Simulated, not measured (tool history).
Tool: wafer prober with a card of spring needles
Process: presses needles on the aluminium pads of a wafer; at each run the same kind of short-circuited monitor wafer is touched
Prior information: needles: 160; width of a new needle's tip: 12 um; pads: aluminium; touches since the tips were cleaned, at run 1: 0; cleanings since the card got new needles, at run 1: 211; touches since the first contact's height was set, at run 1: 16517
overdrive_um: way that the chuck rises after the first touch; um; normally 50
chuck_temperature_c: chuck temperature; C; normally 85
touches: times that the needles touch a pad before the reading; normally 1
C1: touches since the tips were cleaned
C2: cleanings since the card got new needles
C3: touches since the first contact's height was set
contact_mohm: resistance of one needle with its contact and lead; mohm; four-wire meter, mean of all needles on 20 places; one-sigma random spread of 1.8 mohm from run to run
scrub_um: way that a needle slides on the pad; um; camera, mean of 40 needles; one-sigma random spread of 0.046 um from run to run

Run 1, hour 0.0: usual settings; C1 0; C2 211; C3 16517. Result: contact_mohm 190 mohm, scrub_um 11.52 um.
At hour 5.3: tips cleaned on abrasive film.
At hour 11.8: tips cleaned on abrasive film.
At hour 18.3: tips cleaned on abrasive film.
Run 2, hour 19.2: usual settings; C1 562; C2 214; C3 29258. Result: contact_mohm 191 mohm, scrub_um 11.61 um.
At hour 24.4: tips cleaned on abrasive film.
At hour 30.9: tips cleaned on abrasive film.
At hour 37.5: tips cleaned on abrasive film.
At hour 44.0: tips cleaned on abrasive film.
At hour 50.6: tips cleaned on abrasive film.
Run 3, hour 55.5: usual settings; C1 3320; C2 219; C3 53457. Result: contact_mohm 191 mohm, scrub_um 11.48 um.
At hour 56.9: tips cleaned on abrasive film.
At hour 62.1: tips cleaned on abrasive film.
At hour 68.7: tips cleaned on abrasive film.
At hour 75.2: tips cleaned on abrasive film.
At hour 81.7: tips cleaned on abrasive film.
Run 4, hour 84.8: usual settings; C1 2098; C2 224; C3 72954. Result: contact_mohm 191 mohm, scrub_um 11.56 um.
At hour 87.5: tips cleaned on abrasive film.
At hour 92.8: tips cleaned on abrasive film.
At hour 99.3: tips cleaned on abrasive film.
At hour 104.5: tips cleaned on abrasive film.
At hour 109.8: tips cleaned on abrasive film.
Run 5, hour 110.2: usual settings; C1 248; C2 229; C3 89729. Result: contact_mohm 190 mohm, scrub_um 11.50 um.
At hour 115.4: tips cleaned on abrasive film.
At hour 120.7: tips cleaned on abrasive film.
At hour 127.2: tips cleaned on abrasive film.
At hour 132.5: tips cleaned on abrasive film.
Run 6, hour 133.1: usual settings; C1 457; C2 233; C3 104977. Result: contact_mohm 189 mohm, scrub_um 11.50 um.
At hour 138.4: tips cleaned on abrasive film.
At hour 143.6: tips cleaned on abrasive film.
At hour 148.9: tips cleaned on abrasive film.
At hour 151.8: height of the first contact set anew.
At hour 155.7: tips cleaned on abrasive film.
At hour 162.3: tips cleaned on abrasive film.
At hour 167.5: tips cleaned on abrasive film.
Run 7, hour 170.3: usual settings; C1 1894; C2 239; C3 12333. Result: contact_mohm 193 mohm, scrub_um 11.49 um.
At hour 173.0: tips cleaned on abrasive film.
At hour 179.5: tips cleaned on abrasive film.
At hour 186.1: tips cleaned on abrasive film.
Run 8, hour 190.5: usual settings; C1 2967; C2 242; C3 25740. Result: contact_mohm 189 mohm, scrub_um 11.42 um.
At hour 191.8: tips cleaned on abrasive film.
At hour 197.1: tips cleaned on abrasive film.
At hour 202.3: tips cleaned on abrasive film.
At hour 208.9: tips cleaned on abrasive film.
At hour 215.4: tips cleaned on abrasive film.
At hour 222.0: tips cleaned on abrasive film.
At hour 228.5: tips cleaned on abrasive film.
Run 9, hour 231.5: usual settings but chuck_temperature_c 68 C; C1 2026; C2 249; C3 52993. Result: contact_mohm 188 mohm, scrub_um 11.46 um.
At hour 234.2: tips cleaned on abrasive film.
At hour 240.7: tips cleaned on abrasive film.
At hour 246.0: tips cleaned on abrasive film.
At hour 252.5: tips cleaned on abrasive film.
At hour 257.7: tips cleaned on abrasive film.
At hour 264.3: tips cleaned on abrasive film.
Run 10, hour 267.7: usual settings but chuck_temperature_c 68 C; C1 2343; C2 255; C3 77083. Result: contact_mohm 188 mohm, scrub_um 11.50 um.
At hour 270.4: tips cleaned on abrasive film.
At hour 275.7: tips cleaned on abrasive film.
At hour 282.2: tips cleaned on abrasive film.
At hour 287.5: tips cleaned on abrasive film.
At hour 294.0: tips cleaned on abrasive film.
At hour 300.5: tips cleaned on abrasive film.
At hour 305.8: tips cleaned on abrasive film.
Run 11, hour 306.1: usual settings; C1 189; C2 262; C3 102499. Result: contact_mohm 192 mohm, scrub_um 11.48 um.
At hour 311.3: tips cleaned on abrasive film.
At hour 316.6: tips cleaned on abrasive film.
At hour 323.1: tips cleaned on abrasive film.
At hour 328.4: tips cleaned on abrasive film.
At hour 328.7: height of the first contact set anew.
Run 12, hour 332.5: usual settings; C1 2605; C2 266; C3 2605. Result: contact_mohm 191 mohm, scrub_um 11.42 um.
At hour 335.2: tips cleaned on abrasive film.
At hour 340.4: tips cleaned on abrasive film.
At hour 345.7: tips cleaned on abrasive film.
At hour 357.7: card fitted with new needles.
At hour 362.9: tips cleaned on abrasive film.
At hour 369.5: tips cleaned on abrasive film.
At hour 376.0: tips cleaned on abrasive film.
Run 13, hour 380.4: usual settings; C1 2974; C2 3; C3 15153. Result: contact_mohm 195 mohm, scrub_um 11.45 um.
At hour 381.8: tips cleaned on abrasive film.
At hour 388.3: tips cleaned on abrasive film.
At hour 394.9: tips cleaned on abrasive film.
At hour 400.1: tips cleaned on abrasive film.
Run 14, hour 403.6: usual settings; C1 2351; C2 7; C3 30553. Result: contact_mohm 193 mohm, scrub_um 11.36 um.
At hour 406.3: tips cleaned on abrasive film.
At hour 412.8: tips cleaned on abrasive film.
At hour 418.1: tips cleaned on abrasive film.
At hour 424.6: tips cleaned on abrasive film.
At hour 431.1: tips cleaned on abrasive film.
Run 15, hour 435.8: usual settings but chuck_temperature_c 27 C, touches 3; C1 3114; C2 12; C3 51935. Result: contact_mohm 180 mohm, scrub_um 11.42 um.
At hour 437.1: tips cleaned on abrasive film.
At hour 443.7: tips cleaned on abrasive film.
At hour 448.9: tips cleaned on abrasive film.
At hour 454.2: tips cleaned on abrasive film.
Run 16, hour 459.1: usual settings but overdrive_um 33 um, chuck_temperature_c 102 C; C1 3327; C2 16; C3 67442. Result: contact_mohm 204 mohm, scrub_um 7.56 um.
At hour 460.5: tips cleaned on abrasive film.
At hour 467.0: tips cleaned on abrasive film.
At hour 473.6: tips cleaned on abrasive film.
At hour 478.8: tips cleaned on abrasive film.
At hour 485.4: tips cleaned on abrasive film.
Run 17, hour 489.0: usual settings but overdrive_um 66 um, chuck_temperature_c 31 C, touches 3; C1 2447; C2 21; C3 87288. Result: contact_mohm 175 mohm, scrub_um 15.05 um.
At hour 491.7: tips cleaned on abrasive film.
At hour 498.2: tips cleaned on abrasive film.
At hour 503.4: tips cleaned on abrasive film.
At hour 508.7: tips cleaned on abrasive film.
Run 18, hour 512.0: usual settings but overdrive_um 66 um, chuck_temperature_c 70 C, touches 3; C1 2255; C2 25; C3 102592. Result: contact_mohm 186 mohm, scrub_um 15.07 um.
At hour 514.7: tips cleaned on abrasive film.
At hour 520.0: tips cleaned on abrasive film.
At hour 526.5: tips cleaned on abrasive film.
At hour 533.0: tips cleaned on abrasive film.
At hour 534.6: height of the first contact set anew.
At hour 538.6: tips cleaned on abrasive film.
At hour 543.8: tips cleaned on abrasive film.
Run 19, hour 544.0: usual settings but overdrive_um 40 um; C1 138; C2 31; C3 6227. Result: contact_mohm 196 mohm, scrub_um 9.12 um.
At hour 549.3: tips cleaned on abrasive film.
At hour 554.5: tips cleaned on abrasive film.
At hour 561.1: tips cleaned on abrasive film.
At hour 566.3: tips cleaned on abrasive film.
At hour 572.9: tips cleaned on abrasive film.
At hour 579.4: tips cleaned on abrasive film.
Run 20, hour 580.0: usual settings but chuck_temperature_c 49 C; C1 388; C2 37; C3 30102. Result: contact_mohm 183 mohm, scrub_um 11.45 um.
At hour 585.2: tips cleaned on abrasive film.
At hour 590.5: tips cleaned on abrasive film.
At hour 595.7: tips cleaned on abrasive film.
At hour 602.3: tips cleaned on abrasive film.
Run 21, hour 604.0: usual settings but overdrive_um 52 um; C1 1200; C2 41; C3 46091. Result: contact_mohm 191 mohm, scrub_um 11.85 um.
At hour 608.0: tips cleaned on abrasive film.
At hour 613.3: tips cleaned on abrasive film.
At hour 619.8: tips cleaned on abrasive film.
Run 22, hour 620.8: usual settings but overdrive_um 59 um, chuck_temperature_c 108 C, touches 3; C1 681; C2 44; C3 57209. Result: contact_mohm 194 mohm, scrub_um 13.50 um.
At hour 626.0: tips cleaned on abrasive film.
At hour 632.6: tips cleaned on abrasive film.
At hour 637.8: tips cleaned on abrasive film.
Run 23, hour 641.1: usual settings but overdrive_um 59 um, chuck_temperature_c 28 C, touches 2; C1 2205; C2 47; C3 70722. Result: contact_mohm 179 mohm, scrub_um 13.45 um.

Consider 5 possible next runs. They are alternatives, not a sequence: every one starts from the tool as it was left by run 23. What does each give?
At hour 643.8: tips cleaned on abrasive film.
At hour 649.0: tips cleaned on abrasive film.
At hour 654.3: tips cleaned on abrasive film.
At hour 660.8: tips cleaned on abrasive film.
At hour 666.1: tips cleaned on abrasive film.
At hour 672.6: tips cleaned on abrasive film.
Run A, hour 673.9: usual settings but overdrive_um 40 um, chuck_temperature_c 117 C, touches 2; C1 873; C2 53; C3 92473. Result: contact_mohm ?, scrub_um ?.
At hour 643.8: tips cleaned on abrasive film.
At hour 649.0: tips cleaned on abrasive film.
At hour 654.3: tips cleaned on abrasive film.
At hour 660.8: tips cleaned on abrasive film.
At hour 666.1: tips cleaned on abrasive film.
At hour 672.6: tips cleaned on abrasive film.
Run B, hour 673.9: usual settings but overdrive_um 37 um, chuck_temperature_c 29 C, touches 2; C1 873; C2 53; C3 92473. Result: contact_mohm ?, scrub_um ?.
At hour 643.8: tips cleaned on abrasive film.
At hour 649.0: tips cleaned on abrasive film.
At hour 654.3: tips cleaned on abrasive film.
At hour 660.8: tips cleaned on abrasive film.
At hour 666.1: tips cleaned on abrasive film.
At hour 672.6: tips cleaned on abrasive film.
Run C, hour 673.9: usual settings but overdrive_um 63 um, chuck_temperature_c 125 C, touches 2; C1 873; C2 53; C3 92473. Result: contact_mohm ?, scrub_um ?.
At hour 643.8: tips cleaned on abrasive film.
At hour 649.0: tips cleaned on abrasive film.
At hour 654.3: tips cleaned on abrasive film.
At hour 660.8: tips cleaned on abrasive film.
At hour 666.1: tips cleaned on abrasive film.
At hour 672.6: tips cleaned on abrasive film.
Run D, hour 673.9: usual settings but overdrive_um 51 um, chuck_temperature_c 50 C, touches 2; C1 873; C2 53; C3 92473. Result: contact_mohm ?, scrub_um ?.
At hour 643.8: tips cleaned on abrasive film.
At hour 649.0: tips cleaned on abrasive film.
At hour 654.3: tips cleaned on abrasive film.
At hour 660.8: tips cleaned on abrasive film.
At hour 666.1: tips cleaned on abrasive film.
At hour 672.6: tips cleaned on abrasive film.
Run E, hour 673.9: usual settings but overdrive_um 46 um, chuck_temperature_c 28 C; C1 873; C2 53; C3 92473. Result: contact_mohm ?, scrub_um ?.

run  contact_mohm  scrub_um
  A           202      9.16
  B           184      8.54
  C           198     14.40
  D           183     11.57
  E           179     10.44
Take away the tool's hidden state, keep each run's random variation, and the runs would have read:
run  contact_mohm  scrub_um
  A           202      9.31
  B           183      8.67
  C           198     14.63
  D           183     11.75
  E           179     10.61

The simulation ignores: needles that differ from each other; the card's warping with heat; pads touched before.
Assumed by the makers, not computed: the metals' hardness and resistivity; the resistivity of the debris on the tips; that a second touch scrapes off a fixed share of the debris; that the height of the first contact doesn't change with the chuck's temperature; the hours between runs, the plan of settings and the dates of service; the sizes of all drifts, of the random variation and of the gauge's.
